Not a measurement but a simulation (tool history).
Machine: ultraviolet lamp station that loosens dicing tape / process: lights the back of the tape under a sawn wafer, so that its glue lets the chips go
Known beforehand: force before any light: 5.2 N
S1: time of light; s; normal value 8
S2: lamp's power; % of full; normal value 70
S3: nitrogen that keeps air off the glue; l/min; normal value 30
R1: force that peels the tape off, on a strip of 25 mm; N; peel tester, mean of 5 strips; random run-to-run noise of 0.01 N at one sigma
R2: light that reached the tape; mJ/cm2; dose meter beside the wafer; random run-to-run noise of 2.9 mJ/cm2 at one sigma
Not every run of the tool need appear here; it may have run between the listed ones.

run	hour	S1	S2	S3	R1	R2
1	0.0	8	70	30	0.510	384
2	11.5	8	70	30	0.531	378
3	19.8	8	70	30	0.529	375
4	27.5	8	70	30	0.543	373
5	39.2	8	70	30	0.530	374
6	49.3	8	70	30	0.526	372
7	57.1	8	70	10	1.169	365
8	65.8	8	85	10	0.895	440
9	75.7	8	85	10	0.921	441
10	84.2	8	70	30	0.549	367
11	94.2	8	70	30	0.566	359
12	103.6	8	70	30	0.590	362
13	111.3	8	70	30	0.591	363
14	119.3	8	70	30	0.581	358
15	130.2	8	70	30	0.597	359
16	137.6	8	70	30	0.599	360
17	143.3	8	70	30	0.587	354
18	154.5	8	70	30	0.613	350
19	163.6	8	70	30	0.609	343
20	174.8	8	67	30	0.670	337
21	185.1	7	67	30	0.845	293
22	192.5	8	70	30	0.627	348
23	197.7	6	92	56	0.416	339
24	207.9	13	70	56	0.195	558
# hour 208.9: window cleaned of glue's vapour
25	216.8	7	69	24	1.085	272
26	221.8	8	66	31	0.772	292
27	231.2	8	69	12	1.349	313
28	239.0	7	72	25	0.979	282
29	248.1	7	72	25	1.007	279
# hour 252.5: window cleaned of glue's vapour, once more
30	258.9	8	98	24	0.326	536
31	270.6	8	98	24	0.332	533
32	278.5	8	98	24	0.314	534
33	288.3	8	98	24	0.334	530
34	294.3	8	98	24	0.322	529
35	301.6	8	99	12	0.600	534
36	309.8	8	99	12	0.587	535
37	318.4	13	74	56	0.174	643
38	326.9	8	70	11	1.086	373
39	337.9	8	70	11	1.068	369
40	348.7	11	70	27	0.334	505
41	358.2	11	70	27	0.335	510
42	366.2	11	70	27	0.352	506
43	372.1	8	90	27	0.389	470

4 options for the next run, each taken on its own from the tool as it stands now. Forecast them:
A	380.6	7	69	27	?	?
B	380.6	9	79	28	?	?
C	380.6	6	71	41	?	?
D	380.6	7	70	44	?	?

run	R1	R2
A	0.789	315
B	0.381	462
C	0.744	277
D	0.565	321
With the hidden condition removed and each run's random variation left untouched, the same runs would have given:
run	R1	R2
A	0.614	364
B	0.293	535
C	0.575	320
D	0.431	371

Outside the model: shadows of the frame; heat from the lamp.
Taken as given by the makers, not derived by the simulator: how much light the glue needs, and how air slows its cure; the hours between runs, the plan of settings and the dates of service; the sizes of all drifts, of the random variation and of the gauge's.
